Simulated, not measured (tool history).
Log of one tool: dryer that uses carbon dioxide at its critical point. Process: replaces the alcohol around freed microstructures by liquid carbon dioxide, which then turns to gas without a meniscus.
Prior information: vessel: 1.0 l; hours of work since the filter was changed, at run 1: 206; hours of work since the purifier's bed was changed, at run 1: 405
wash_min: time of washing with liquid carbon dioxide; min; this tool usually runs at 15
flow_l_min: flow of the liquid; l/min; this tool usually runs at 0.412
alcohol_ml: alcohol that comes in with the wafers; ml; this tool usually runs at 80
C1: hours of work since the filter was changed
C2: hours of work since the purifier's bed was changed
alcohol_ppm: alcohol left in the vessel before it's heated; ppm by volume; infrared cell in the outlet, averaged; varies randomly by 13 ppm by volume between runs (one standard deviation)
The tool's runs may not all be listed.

{"run": 1, "day": 0.0, "wash_min": 15, "flow_l_min": 0.412, "alcohol_ml": 80, "C1": 206, "C2": 405, "alcohol_ppm": 1290}
{"run": 2, "day": 0.367, "wash_min": 15, "flow_l_min": 0.412, "alcohol_ml": 28, "C1": 210, "C2": 409, "alcohol_ppm": 479}
{"run": 3, "day": 1.188, "wash_min": 15, "flow_l_min": 0.412, "alcohol_ml": 28, "C1": 219, "C2": 419, "alcohol_ppm": 502}
{"run": 4, "day": 1.838, "wash_min": 15, "flow_l_min": 0.412, "alcohol_ml": 28, "C1": 227, "C2": 426, "alcohol_ppm": 508}
{"run": 5, "day": 2.617, "wash_min": 15, "flow_l_min": 0.412, "alcohol_ml": 28, "C1": 236, "C2": 435, "alcohol_ppm": 492}
{"run": 6, "day": 3.2, "wash_min": 15, "flow_l_min": 0.412, "alcohol_ml": 28, "C1": 243, "C2": 442, "alcohol_ppm": 502}
{"run": 7, "day": 3.675, "wash_min": 15, "flow_l_min": 0.59, "alcohol_ml": 28, "C1": 249, "C2": 448, "alcohol_ppm": 138}
{"run": 8, "day": 4.121, "wash_min": 14, "flow_l_min": 0.538, "alcohol_ml": 41, "C1": 254, "C2": 453, "alcohol_ppm": 340}
{"run": 9, "day": 4.833, "wash_min": 14, "flow_l_min": 0.538, "alcohol_ml": 41, "C1": 262, "C2": 461, "alcohol_ppm": 351}
{"run": 10, "day": 5.325, "wash_min": 13, "flow_l_min": 0.538, "alcohol_ml": 31, "C1": 268, "C2": 467, "alcohol_ppm": 373}

The logged runs with the hidden state left out (each run's random variation unchanged):
Hidden state at play: flow that reaches the vessel past the clogged filter, %; alcohol in the recycled carbon dioxide, ppm; drift of the gauge itself on alcohol_ppm, %.
run=1 alcohol_ppm=805
run=2 alcohol_ppm=282
run=3 alcohol_ppm=285
run=4 alcohol_ppm=292
run=5 alcohol_ppm=270
run=6 alcohol_ppm=275
run=7 alcohol_ppm=48
run=8 alcohol_ppm=156
run=9 alcohol_ppm=159
run=10 alcohol_ppm=175

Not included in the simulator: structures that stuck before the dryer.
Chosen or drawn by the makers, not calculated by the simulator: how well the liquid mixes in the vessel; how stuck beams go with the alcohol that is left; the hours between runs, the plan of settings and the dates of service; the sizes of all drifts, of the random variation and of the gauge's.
